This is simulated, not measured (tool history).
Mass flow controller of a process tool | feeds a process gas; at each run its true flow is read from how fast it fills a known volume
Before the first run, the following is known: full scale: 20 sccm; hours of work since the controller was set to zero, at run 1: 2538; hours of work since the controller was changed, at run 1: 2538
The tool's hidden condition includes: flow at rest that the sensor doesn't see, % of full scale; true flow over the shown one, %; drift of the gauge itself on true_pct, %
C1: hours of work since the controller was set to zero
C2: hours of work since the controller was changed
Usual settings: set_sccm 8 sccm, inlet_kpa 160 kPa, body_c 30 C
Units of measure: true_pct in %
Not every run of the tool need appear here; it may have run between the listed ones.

{"run": 1, "hour": 0.0, "set_sccm": 8, "inlet_kpa": 160, "body_c": 30, "C1": 2538, "C2": 2538, "true_pct": 98.86}
{"run": 2, "hour": 127.1, "set_sccm": 8, "inlet_kpa": 160, "body_c": 30, "C1": 2576, "C2": 2576, "true_pct": 98.93}
{"run": 3, "hour": 283.6, "set_sccm": 8, "inlet_kpa": 188, "body_c": 30, "C1": 2624, "C2": 2624, "true_pct": 98.91}
{"run": 4, "hour": 396.1, "set_sccm": 8, "inlet_kpa": 188, "body_c": 30, "C1": 2658, "C2": 2658, "true_pct": 98.85}
{"hour": 419.7, "done": "controller's zero set anew"}
{"run": 5, "hour": 513.4, "set_sccm": 8, "inlet_kpa": 140, "body_c": 30, "C1": 28, "C2": 2694, "true_pct": 99.15}
{"run": 6, "hour": 769.9, "set_sccm": 8, "inlet_kpa": 140, "body_c": 30, "C1": 107, "C2": 2772, "true_pct": 99.07}

Run 7 is up next; what results do you expect?
{"run": 7, "hour": 994.0, "set_sccm": 17, "inlet_kpa": 214, "body_c": 35, "C1": 175, "C2": 2840, "true_pct": "?"}

{"run 7": {"true_pct": 99.71}}
With no hidden state in the tool, this same run would have given true_pct 100.61 %.
